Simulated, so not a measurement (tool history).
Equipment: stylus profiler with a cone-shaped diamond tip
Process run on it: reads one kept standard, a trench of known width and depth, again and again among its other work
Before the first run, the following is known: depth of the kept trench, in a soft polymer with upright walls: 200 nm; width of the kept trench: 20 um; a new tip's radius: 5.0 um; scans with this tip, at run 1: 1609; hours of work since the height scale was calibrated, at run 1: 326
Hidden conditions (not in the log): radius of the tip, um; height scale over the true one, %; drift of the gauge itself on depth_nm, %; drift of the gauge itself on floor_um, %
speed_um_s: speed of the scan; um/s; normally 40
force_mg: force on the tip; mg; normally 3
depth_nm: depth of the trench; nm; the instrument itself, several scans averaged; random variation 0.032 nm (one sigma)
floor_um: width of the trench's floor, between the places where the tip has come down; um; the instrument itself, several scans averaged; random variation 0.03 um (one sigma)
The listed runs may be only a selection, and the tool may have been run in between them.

run,hour,speed_um_s,force_mg,scans with this tip,hours of work since the height scale was calibrated,depth_nm,floor_um
1,0,40,3,1609,326,201.3,16.96
2,67,40,3,1768,359,201.32,16.97
3,151.8,40,3,1970,400,201.28,16.95
4,216.3,40,3,2123,431,201.3,16.93
5,315,40,3,2358,478,201.32,17
6,425.4,16,3,2621,532,201.3,17.08
7,523.6,16,4.4,2854,579,201.68,17.09
8,622.6,40,1.46,3090,627,200.81,16.87
9,677.3,40,1.46,3220,653,200.82,16.87
10,731.6,40,1.46,3349,679,200.81,16.85
11,794.1,34,3.15,3498,709,201.37,17.06
12,864.9,54,4.74,3667,744,201.76,16.93
13,976.8,54,5.56,3933,798,201.96,16.94
14,1076.9,31,4.2,4171,846,201.61,17.08
15,1134.3,114,1.69,4308,874,200.9,16.32

Run 16 has not been measured yet. What should we expect?
16,1225.2,114,1.69,4524,917,?,?

{"run 16": {"depth_nm": 200.93, "floor_um": 16.33}}
Had the tool carried no hidden state, the very same run would have given depth_nm 200.93 nm, floor_um 16.34 um.

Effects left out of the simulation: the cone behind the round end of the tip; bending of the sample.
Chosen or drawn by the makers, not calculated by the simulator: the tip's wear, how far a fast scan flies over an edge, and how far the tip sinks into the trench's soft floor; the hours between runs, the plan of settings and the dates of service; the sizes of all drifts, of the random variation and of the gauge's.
